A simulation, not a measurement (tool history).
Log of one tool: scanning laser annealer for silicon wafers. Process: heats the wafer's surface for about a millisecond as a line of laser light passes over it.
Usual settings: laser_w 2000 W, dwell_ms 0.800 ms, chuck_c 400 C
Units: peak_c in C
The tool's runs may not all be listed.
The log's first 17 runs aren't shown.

run,day,laser_w,dwell_ms,chuck_c,hours of work since the window was cleaned,hours of work since the power meter was calibrated,hours of work since the optics were aligned,peak_c
# day 27.800: window over the wafer cleaned
18,29.433,2000,0.800,373,30,1357,402,1165
19,31.338,2000,0.800,373,65,1392,437,1165
20,33.654,2132,0.800,400,108,1435,480,1247
21,36.183,2132,0.966,400,154,1481,527,1331
22,38.567,1771,0.800,378,198,1525,571,1048
23,40.408,2128,0.800,395,232,1559,605,1225
24,42.562,1862,0.744,387,272,1599,644,1064
25,44.888,1862,0.744,387,315,1642,687,1059
# day 46.912: window over the wafer cleaned
26,47.058,1862,0.744,387,3,1680,726,1078
27,48.888,2000,0.618,400,36,1714,759,1080
28,50.000,1844,0.763,394,57,1734,780,1082
29,52.196,1844,0.763,394,97,1775,820,1075
30,54.096,2046,0.800,399,132,1810,855,1192
31,55.900,2032,0.934,431,166,1843,889,1282
# day 56.283: optics aligned, line set to its width
32,57.525,2000,0.800,401,192,1869,23,1186
33,59.267,1972,0.703,421,224,1901,55,1133
34,61.492,1928,0.882,400,265,1942,96,1185
35,63.004,1909,0.800,400,293,1970,124,1132
36,65.362,1897,0.960,400,336,2014,167,1195
# day 66.179: window over the wafer cleaned
37,67.862,1824,0.811,400,31,2058,212,1114
38,70.304,1794,0.594,416,76,2103,257,1003
39,71.829,2123,0.571,408,104,2131,285,1110

4 ways to go on from here, each from the tool as it stands after run 39. What would each give?
A,73.067,2108,0.840,377,127,2154,308,?
B,73.067,1764,0.571,438,127,2154,308,?
C,73.067,1828,0.800,400,127,2154,308,?
D,73.067,2177,0.661,400,127,2154,308,?

run,peak_c
A,1234
B,998
C,1101
D,1181
Without the tool's hidden state the same runs would have given:
run,peak_c
A,1275
B,1025
C,1135
D,1219

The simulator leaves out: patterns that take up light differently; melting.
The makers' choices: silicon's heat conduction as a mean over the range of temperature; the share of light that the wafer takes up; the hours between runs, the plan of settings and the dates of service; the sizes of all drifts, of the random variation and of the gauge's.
